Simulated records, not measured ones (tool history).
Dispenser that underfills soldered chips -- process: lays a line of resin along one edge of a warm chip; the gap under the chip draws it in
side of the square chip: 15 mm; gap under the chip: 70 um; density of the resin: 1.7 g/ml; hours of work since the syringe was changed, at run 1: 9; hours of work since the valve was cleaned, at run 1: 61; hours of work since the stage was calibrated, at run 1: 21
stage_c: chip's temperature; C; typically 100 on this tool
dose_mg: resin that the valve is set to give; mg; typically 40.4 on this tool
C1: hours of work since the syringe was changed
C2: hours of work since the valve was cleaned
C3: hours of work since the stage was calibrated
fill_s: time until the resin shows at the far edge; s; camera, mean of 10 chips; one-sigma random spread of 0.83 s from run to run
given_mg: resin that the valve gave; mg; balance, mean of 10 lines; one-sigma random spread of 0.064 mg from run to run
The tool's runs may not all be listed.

Run 1, hour 0.0: usual settings; C1 9; C2 61; C3 21. Result: fill_s 157.0 s, given_mg 39.53 mg.
Run 2, hour 3.6: usual settings; C1 11; C2 64; C3 23. Result: fill_s 193.3 s, given_mg 39.49 mg.
At hour 4.2: new syringe of resin.
Run 3, hour 6.6: usual settings but stage_c 88 C; C1 2; C2 65; C3 25. Result: fill_s 153.5 s, given_mg 39.47 mg.
Run 4, hour 9.7: usual settings but stage_c 88 C; C1 4; C2 67; C3 27. Result: fill_s 179.7 s, given_mg 39.55 mg.
Run 5, hour 14.8: usual settings but stage_c 88 C; C1 7; C2 71; C3 30. Result: fill_s 241.7 s, given_mg 39.43 mg.
Run 6, hour 19.7: usual settings but stage_c 88 C; C1 10; C2 74; C3 33. Result: fill_s 315.7 s, given_mg 39.40 mg.
At hour 22.0: new syringe of resin.
Run 7, hour 22.4: usual settings but stage_c 88 C; C1 0; C2 76; C3 35. Result: fill_s 141.5 s, given_mg 39.38 mg.
Run 8, hour 26.7: usual settings but stage_c 89 C, dose_mg 38.1 mg; C1 3; C2 79; C3 38. Result: fill_s 168.8 s, given_mg 37.10 mg.
Run 9, hour 30.3: usual settings but stage_c 90 C, dose_mg 42.4 mg; C1 6; C2 81; C3 40. Result: fill_s 197.5 s, given_mg 41.10 mg.
Run 10, hour 34.8: usual settings but stage_c 85 C, dose_mg 43.2 mg; C1 8; C2 84; C3 43. Result: fill_s 313.6 s, given_mg 42.00 mg.
At hour 37.7: dispensing valve cleaned and set on the balance.
Run 11, hour 40.3: usual settings but dose_mg 38.8 mg; C1 11; C2 2; C3 46. Result: fill_s 200.5 s, given_mg 38.73 mg.

For each entry between runs, how does the tool's hidden state at the last listed run before it compare with that at the first listed run after it?
Runs 2 to 3: new syringe of resin (hour 4.2)
  resin's viscosity, % of fresh resin's: 250.7 -> 114.7; dose that the valve gives, % of what is set: 97.84 -> 97.78; true chip temperature over the reading, C: 0.21 -> 0.22
  what was measured, less what the result would be without the hidden state, fill_s: +115.7 -> +18.8 s; given_mg: -0.87 -> -0.90 mg
Runs 6 to 7: new syringe of resin (hour 22.0)
  resin's viscosity, % of fresh resin's: 235 -> 103.6; dose that the valve gives, % of what is set: 97.49 -> 97.44; true chip temperature over the reading, C: 0.25 -> 0.26
  what was measured, less what the result would be without the hidden state, fill_s: +180.3 -> +3.8 s; given_mg: -1.01 -> -1.04 mg
Runs 10 to 11: dispensing valve cleaned and set on the balance (hour 37.7)
  resin's viscosity, % of fresh resin's: 204 -> 261.1; dose that the valve gives, % of what is set: 97.18 -> 99.95; true chip temperature over the reading, C: 0.3 -> 0.31
  what was measured, less what the result would be without the hidden state, fill_s: +158.1 -> +122.8 s; given_mg: -1.22 -> -0.02 mg
